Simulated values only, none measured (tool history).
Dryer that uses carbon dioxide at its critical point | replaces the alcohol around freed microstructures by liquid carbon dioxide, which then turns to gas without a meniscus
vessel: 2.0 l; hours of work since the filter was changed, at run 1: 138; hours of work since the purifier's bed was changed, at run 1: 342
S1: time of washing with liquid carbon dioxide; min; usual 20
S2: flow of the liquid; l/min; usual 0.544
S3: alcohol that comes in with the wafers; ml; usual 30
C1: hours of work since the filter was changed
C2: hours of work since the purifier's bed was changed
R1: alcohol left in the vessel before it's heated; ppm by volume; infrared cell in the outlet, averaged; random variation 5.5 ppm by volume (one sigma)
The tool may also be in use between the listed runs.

Run 1, hour 0.0: usual settings; C1 138; C2 342. Result: R1 225 ppm by volume.
Run 2, hour 14.3: usual settings; C1 147; C2 351. Result: R1 240 ppm by volume.
Run 3, hour 29.3: usual settings; C1 156; C2 360. Result: R1 242 ppm by volume.
Run 4, hour 40.8: usual settings; C1 163; C2 368. Result: R1 237 ppm by volume.
Run 5, hour 50.0: usual settings; C1 169; C2 373. Result: R1 238 ppm by volume.
Run 6, hour 61.7: usual settings but S3 58 ml; C1 176; C2 380. Result: R1 447 ppm by volume.
Run 7, hour 76.4: usual settings; C1 185; C2 389. Result: R1 252 ppm by volume.
Run 8, hour 91.5: usual settings; C1 194; C2 399. Result: R1 272 ppm by volume.
Run 9, hour 108.0: usual settings; C1 204; C2 409. Result: R1 270 ppm by volume.
Run 10, hour 126.7: usual settings; C1 216; C2 420. Result: R1 264 ppm by volume.
Run 11, hour 144.1: usual settings but S1 19 min; C1 227; C2 431. Result: R1 321 ppm by volume.
Run 12, hour 161.7: usual settings; C1 238; C2 442. Result: R1 279 ppm by volume.
Run 13, hour 169.7: usual settings but S3 38 ml; C1 242; C2 447. Result: R1 343 ppm by volume.
Run 14, hour 178.1: usual settings but S3 38 ml; C1 248; C2 452. Result: R1 355 ppm by volume.
Run 15, hour 193.3: usual settings but S1 29 min, S2 0.344 l/min, S3 62 ml; C1 257; C2 462. Result: R1 710 ppm by volume.
Run 16, hour 208.5: usual settings but S1 12 min, S2 0.404 l/min, S3 37 ml; C1 266; C2 471. Result: R1 2950 ppm by volume.
Run 17, hour 222.0: usual settings but S1 12 min, S3 42 ml; C1 275; C2 479. Result: R1 1813 ppm by volume.
Run 18, hour 239.6: usual settings but S1 23 min, S3 40 ml; C1 286; C2 490. Result: R1 236 ppm by volume.
Run 19, hour 257.7: usual settings but S2 0.857 l/min, S3 76 ml; C1 297; C2 501. Result: R1 120 ppm by volume.
Run 20, hour 271.4: usual settings but S1 31 min, S2 0.781 l/min, S3 52 ml; C1 305; C2 510. Result: R1 67 ppm by volume.
Run 21, hour 286.8: usual settings but S1 31 min, S2 0.781 l/min, S3 52 ml; C1 315; C2 519. Result: R1 66 ppm by volume.
Run 22, hour 304.9: usual settings but S1 26 min, S2 0.479 l/min, S3 40 ml; C1 326; C2 530. Result: R1 251 ppm by volume.
Run 23, hour 320.5: usual settings but S1 26 min, S2 0.479 l/min, S3 40 ml; C1 335; C2 540. Result: R1 255 ppm by volume.
Run 24, hour 337.7: usual settings but S1 26 min, S2 0.479 l/min, S3 40 ml; C1 346; C2 551. Result: R1 270 ppm by volume.

Measured less the same run without the tool's hidden state. The same run-to-run variation is in both; the gauge's scatter may not be:
The hidden state here: flow that reaches the vessel past the clogged filter, %; alcohol in the recycled carbon dioxide, ppm; drift of the gauge itself on alcohol_ppm, %.
run    R1
  1   +78
  2   +82
  3   +87
  4   +91
  5   +91
  6  +143
  7   +97
  8  +105
  9  +107
 10  +111
 11  +127
 12  +123
 13  +145
 14  +150
 15  +268
 16  +572
 17  +471
 18  +128
 19   +88
 20   +60
 21   +59
 22  +147
 23  +148
 24  +159
